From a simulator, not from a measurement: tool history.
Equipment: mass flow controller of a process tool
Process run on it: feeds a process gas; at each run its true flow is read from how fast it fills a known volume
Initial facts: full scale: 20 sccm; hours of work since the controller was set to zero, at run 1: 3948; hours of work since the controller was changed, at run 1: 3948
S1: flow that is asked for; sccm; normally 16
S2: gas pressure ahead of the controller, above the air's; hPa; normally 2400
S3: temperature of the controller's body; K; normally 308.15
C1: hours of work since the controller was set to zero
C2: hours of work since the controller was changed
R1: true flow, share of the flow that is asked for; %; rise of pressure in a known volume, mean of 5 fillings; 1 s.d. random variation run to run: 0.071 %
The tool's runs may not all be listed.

Run 1, day 0.000: usual settings; C1 3948; C2 3948. Result: R1 102.42 %.
Run 2, day 2.538: usual settings; C1 3992; C2 3992. Result: R1 102.59 %.
Run 3, day 5.475: usual settings; C1 4043; C2 4043. Result: R1 102.58 %.
Run 4, day 7.558: usual settings; C1 4079; C2 4079. Result: R1 102.62 %.
Run 5, day 10.304: usual settings; C1 4126; C2 4126. Result: R1 102.62 %.
Run 6, day 12.296: usual settings; C1 4161; C2 4161. Result: R1 102.54 %.
Run 7, day 15.258: usual settings but S2 1690 hPa; C1 4212; C2 4212. Result: R1 103.11 %.
Run 8, day 18.233: usual settings but S2 1690 hPa; C1 4263; C2 4263. Result: R1 103.00 %.
Run 9, day 20.158: usual settings but S2 1690 hPa; C1 4297; C2 4297. Result: R1 103.15 %.
Run 10, day 23.071: usual settings but S2 1690 hPa; C1 4347; C2 4347. Result: R1 103.08 %.
Run 11, day 25.462: usual settings but S3 300.15 K; C1 4388; C2 4388. Result: R1 101.98 %.
Run 12, day 27.654: usual settings; C1 4426; C2 4426. Result: R1 102.72 %.
Run 13, day 31.229: usual settings; C1 4488; C2 4488. Result: R1 102.69 %.
At day 31.492: controller's zero set anew.
Run 14, day 34.604: usual settings but S1 4 sccm, S3 301.15 K; C1 54; C2 4546. Result: R1 107.62 %.
Run 15, day 36.771: usual settings but S1 4 sccm, S3 301.15 K; C1 91; C2 4584. Result: R1 107.57 %.
Run 16, day 38.971: usual settings but S1 4 sccm, S3 301.15 K; C1 129; C2 4622. Result: R1 107.57 %.
Run 17, day 41.896: usual settings but S1 4 sccm, S2 2550 hPa, S3 302.15 K; C1 180; C2 4672. Result: R1 107.73 %.
Run 18, day 43.996: usual settings but S1 5 sccm, S2 1740 hPa, S3 302.15 K; C1 216; C2 4709. Result: R1 107.03 %.
Run 19, day 46.808: usual settings but S1 10 sccm, S2 1450 hPa, S3 302.15 K; C1 265; C2 4757. Result: R1 104.55 %.
Run 20, day 48.321: usual settings but S1 10 sccm, S2 2370 hPa, S3 294.15 K; C1 291; C2 4783. Result: R1 103.19 %.
At day 49.442: controller's zero set anew, once more.
Run 21, day 51.317: usual settings but S1 10 sccm, S2 2370 hPa, S3 294.15 K; C1 32; C2 4835. Result: R1 100.46 %.
Run 22, day 53.883: usual settings but S2 1800 hPa; C1 77; C2 4879. Result: R1 102.23 %.
Run 23, day 55.921: usual settings but S2 1800 hPa; C1 112; C2 4914. Result: R1 102.07 %.
Run 24, day 58.638: usual settings but S1 8 sccm, S2 2740 hPa, S3 303.15 K; C1 159; C2 4961. Result: R1 101.08 %.

Each row is a separate what-if for the run after 24, all from the same tool condition, not one after another. Results?
Run A, day 62.279: usual settings but S1 4 sccm, S2 2740 hPa, S3 303.15 K; C1 222; C2 5024. Result: R1 ?.
Run B, day 62.279: usual settings but S1 8 sccm, S2 1680 hPa, S3 303.15 K; C1 222; C2 5024. Result: R1 ?.
Run C, day 62.279: usual settings but S1 2 sccm; C1 222; C2 5024. Result: R1 ?.
Run D, day 62.279: usual settings but S3 296.15 K; C1 222; C2 5024. Result: R1 ?.

run      R1
  A  100.96
  B  101.72
  C  101.81
  D  100.83
Without the tool's unlogged condition, the same runs would have read:
run      R1
  A   99.49
  B  100.36
  C  100.14
  D   99.53

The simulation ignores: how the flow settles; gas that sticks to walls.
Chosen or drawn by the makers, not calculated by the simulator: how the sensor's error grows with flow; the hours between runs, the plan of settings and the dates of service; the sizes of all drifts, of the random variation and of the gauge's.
